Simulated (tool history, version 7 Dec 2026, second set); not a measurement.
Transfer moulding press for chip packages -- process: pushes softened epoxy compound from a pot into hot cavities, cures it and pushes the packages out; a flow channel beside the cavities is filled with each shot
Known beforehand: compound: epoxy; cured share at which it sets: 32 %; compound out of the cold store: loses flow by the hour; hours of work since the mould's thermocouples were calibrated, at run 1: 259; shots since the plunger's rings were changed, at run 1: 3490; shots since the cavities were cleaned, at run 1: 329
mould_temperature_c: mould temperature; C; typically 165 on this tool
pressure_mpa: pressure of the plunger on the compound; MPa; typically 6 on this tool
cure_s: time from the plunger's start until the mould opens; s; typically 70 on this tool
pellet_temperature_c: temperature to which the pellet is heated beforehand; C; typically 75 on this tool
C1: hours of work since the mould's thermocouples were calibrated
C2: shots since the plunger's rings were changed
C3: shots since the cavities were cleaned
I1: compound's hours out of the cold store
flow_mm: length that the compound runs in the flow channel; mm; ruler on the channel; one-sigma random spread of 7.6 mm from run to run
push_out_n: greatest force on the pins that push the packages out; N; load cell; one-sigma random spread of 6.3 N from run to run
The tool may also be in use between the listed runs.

{"run": 1, "hour": 0.0, "mould_temperature_c": 165, "pressure_mpa": 6, "cure_s": 70, "pellet_temperature_c": 75, "C1": 259, "C2": 3490, "C3": 329, "I1": 33.1, "flow_mm": 871, "push_out_n": 248}
{"run": 2, "hour": 12.3, "mould_temperature_c": 165, "pressure_mpa": 6, "cure_s": 70, "pellet_temperature_c": 75, "C1": 268, "C2": 3705, "C3": 544, "I1": 30.4, "flow_mm": 884, "push_out_n": 240}
{"run": 3, "hour": 21.4, "mould_temperature_c": 165, "pressure_mpa": 6, "cure_s": 70, "pellet_temperature_c": 75, "C1": 274, "C2": 3864, "C3": 703, "I1": 9.5, "flow_mm": 1009, "push_out_n": 253}
{"run": 4, "hour": 28.4, "mould_temperature_c": 165, "pressure_mpa": 6, "cure_s": 70, "pellet_temperature_c": 75, "C1": 278, "C2": 3987, "C3": 826, "I1": 32.5, "flow_mm": 865, "push_out_n": 243}
{"run": 5, "hour": 37.8, "mould_temperature_c": 165, "pressure_mpa": 6, "cure_s": 70, "pellet_temperature_c": 81, "C1": 285, "C2": 4151, "C3": 990, "I1": 27.7, "flow_mm": 895, "push_out_n": 243}
{"run": 6, "hour": 45.8, "mould_temperature_c": 165, "pressure_mpa": 6, "cure_s": 70, "pellet_temperature_c": 75, "C1": 290, "C2": 4291, "C3": 1130, "I1": 30.1, "flow_mm": 884, "push_out_n": 251}
{"hour": 50.1, "done": "cavities cleaned with cleaning compound and waxed"}
{"run": 7, "hour": 53.0, "mould_temperature_c": 165, "pressure_mpa": 4.9, "cure_s": 70, "pellet_temperature_c": 75, "C1": 294, "C2": 4390, "C3": 50, "I1": 40, "flow_mm": 772, "push_out_n": 230}
{"run": 8, "hour": 63.7, "mould_temperature_c": 165, "pressure_mpa": 4.9, "cure_s": 70, "pellet_temperature_c": 75, "C1": 301, "C2": 4578, "C3": 238, "I1": 42.1, "flow_mm": 742, "push_out_n": 247}
{"run": 9, "hour": 73.4, "mould_temperature_c": 165, "pressure_mpa": 4.9, "cure_s": 70, "pellet_temperature_c": 75, "C1": 308, "C2": 4747, "C3": 407, "I1": 35.7, "flow_mm": 783, "push_out_n": 250}
{"run": 10, "hour": 80.6, "mould_temperature_c": 165, "pressure_mpa": 4.9, "cure_s": 70, "pellet_temperature_c": 75, "C1": 313, "C2": 4874, "C3": 534, "I1": 31.4, "flow_mm": 789, "push_out_n": 245}
{"run": 11, "hour": 93.6, "mould_temperature_c": 165, "pressure_mpa": 4.9, "cure_s": 70, "pellet_temperature_c": 75, "C1": 321, "C2": 5100, "C3": 760, "I1": 22.8, "flow_mm": 835, "push_out_n": 246}
{"run": 12, "hour": 102.1, "mould_temperature_c": 165, "pressure_mpa": 6, "cure_s": 70, "pellet_temperature_c": 79, "C1": 327, "C2": 5249, "C3": 909, "I1": 47, "flow_mm": 816, "push_out_n": 248}
{"run": 13, "hour": 114.3, "mould_temperature_c": 165, "pressure_mpa": 6, "cure_s": 70, "pellet_temperature_c": 79, "C1": 335, "C2": 5462, "C3": 1122, "I1": 19.3, "flow_mm": 955, "push_out_n": 250}
{"hour": 118.1, "done": "cavities cleaned with cleaning compound and waxed"}
{"run": 14, "hour": 124.6, "mould_temperature_c": 165, "pressure_mpa": 6, "cure_s": 70, "pellet_temperature_c": 79, "C1": 341, "C2": 5617, "C3": 113, "I1": 38.7, "flow_mm": 835, "push_out_n": 256}
{"run": 15, "hour": 131.3, "mould_temperature_c": 165, "pressure_mpa": 5.69, "cure_s": 70, "pellet_temperature_c": 65, "C1": 346, "C2": 5734, "C3": 230, "I1": 35.8, "flow_mm": 839, "push_out_n": 246}
{"run": 16, "hour": 143.5, "mould_temperature_c": 169, "pressure_mpa": 7.2, "cure_s": 70, "pellet_temperature_c": 73, "C1": 354, "C2": 5948, "C3": 444, "I1": 32.9, "flow_mm": 934, "push_out_n": 235}
{"run": 17, "hour": 155.0, "mould_temperature_c": 168, "pressure_mpa": 6, "cure_s": 70, "pellet_temperature_c": 65, "C1": 362, "C2": 6149, "C3": 645, "I1": 42.9, "flow_mm": 811, "push_out_n": 233}
{"run": 18, "hour": 160.6, "mould_temperature_c": 165, "pressure_mpa": 6, "cure_s": 70, "pellet_temperature_c": 74, "C1": 366, "C2": 6247, "C3": 743, "I1": 29.2, "flow_mm": 883, "push_out_n": 260}
{"hour": 168.8, "done": "plunger's sealing rings changed"}
{"run": 19, "hour": 172.8, "mould_temperature_c": 162, "pressure_mpa": 5.09, "cure_s": 70, "pellet_temperature_c": 75, "C1": 372, "C2": 70, "C3": 912, "I1": 45.6, "flow_mm": 764, "push_out_n": 281}
{"run": 20, "hour": 178.3, "mould_temperature_c": 162, "pressure_mpa": 5.09, "cure_s": 70, "pellet_temperature_c": 75, "C1": 376, "C2": 167, "C3": 1009, "I1": 46.5, "flow_mm": 759, "push_out_n": 261}
{"run": 21, "hour": 184.6, "mould_temperature_c": 166, "pressure_mpa": 5.53, "cure_s": 63, "pellet_temperature_c": 75, "C1": 380, "C2": 276, "C3": 1118, "I1": 14.3, "flow_mm": 911, "push_out_n": 273}
{"hour": 189.3, "done": "cavities cleaned with cleaning compound and waxed"}
{"run": 22, "hour": 199.1, "mould_temperature_c": 166, "pressure_mpa": 5.53, "cure_s": 63, "pellet_temperature_c": 75, "C1": 389, "C2": 503, "C3": 171, "I1": 44.4, "flow_mm": 785, "push_out_n": 262}
{"run": 23, "hour": 208.1, "mould_temperature_c": 171, "pressure_mpa": 5.53, "cure_s": 63, "pellet_temperature_c": 80, "C1": 395, "C2": 662, "C3": 330, "I1": 40.4, "flow_mm": 788, "push_out_n": 238}
{"run": 24, "hour": 217.7, "mould_temperature_c": 171, "pressure_mpa": 5.53, "cure_s": 63, "pellet_temperature_c": 80, "C1": 402, "C2": 829, "C3": 497, "I1": 14, "flow_mm": 911, "push_out_n": 242}
{"run": 25, "hour": 229.4, "mould_temperature_c": 165, "pressure_mpa": 7.48, "cure_s": 70, "pellet_temperature_c": 72, "C1": 410, "C2": 1033, "C3": 701, "I1": 15.8, "flow_mm": 1055, "push_out_n": 264}
{"run": 26, "hour": 240.7, "mould_temperature_c": 165, "pressure_mpa": 7.48, "cure_s": 90, "pellet_temperature_c": 72, "C1": 417, "C2": 1231, "C3": 899, "I1": 17.8, "flow_mm": 1048, "push_out_n": 229}
{"run": 27, "hour": 252.4, "mould_temperature_c": 161, "pressure_mpa": 5.78, "cure_s": 53, "pellet_temperature_c": 65, "C1": 425, "C2": 1435, "C3": 1103, "I1": 37.2, "flow_mm": 859, "push_out_n": 520}
{"hour": 257.6, "done": "cavities cleaned with cleaning compound and waxed"}
{"run": 28, "hour": 262.5, "mould_temperature_c": 161, "pressure_mpa": 5.78, "cure_s": 53, "pellet_temperature_c": 65, "C1": 431, "C2": 1585, "C3": 84, "I1": 37.3, "flow_mm": 846, "push_out_n": 511}

5 ways to go on from here, each from the tool as it stands after run 28. What would each give?
{"run": "A", "hour": 269.9, "mould_temperature_c": 161, "pressure_mpa": 5.66, "cure_s": 53, "pellet_temperature_c": 65, "C1": 436, "C2": 1716, "C3": 215, "I1": 14.7, "flow_mm": "?", "push_out_n": "?"}
{"run": "B", "hour": 269.9, "mould_temperature_c": 170, "pressure_mpa": 5.83, "cure_s": 70, "pellet_temperature_c": 75, "C1": 436, "C2": 1716, "C3": 215, "I1": 33.2, "flow_mm": "?", "push_out_n": "?"}
{"run": "C", "hour": 269.9, "mould_temperature_c": 164, "pressure_mpa": 7.31, "cure_s": 70, "pellet_temperature_c": 75, "C1": 436, "C2": 1716, "C3": 215, "I1": 33, "flow_mm": "?", "push_out_n": "?"}
{"run": "D", "hour": 269.9, "mould_temperature_c": 165, "pressure_mpa": 6, "cure_s": 70, "pellet_temperature_c": 73, "C1": 436, "C2": 1716, "C3": 215, "I1": 29.7, "flow_mm": "?", "push_out_n": "?"}
{"run": "E", "hour": 269.9, "mould_temperature_c": 165, "pressure_mpa": 6, "cure_s": 97, "pellet_temperature_c": 74, "C1": 436, "C2": 1716, "C3": 215, "I1": 34.2, "flow_mm": "?", "push_out_n": "?"}

run=A flow_mm=971 push_out_n=559
run=B flow_mm=845 push_out_n=230
run=C flow_mm=959 push_out_n=246
run=D flow_mm=893 push_out_n=245
run=E flow_mm=861 push_out_n=230
Take away the tool's hidden state, keep each run's random variation, and the runs would have read:
run=A flow_mm=972 push_out_n=555
run=B flow_mm=846 push_out_n=228
run=C flow_mm=961 push_out_n=244
run=D flow_mm=894 push_out_n=243
run=E flow_mm=862 push_out_n=228
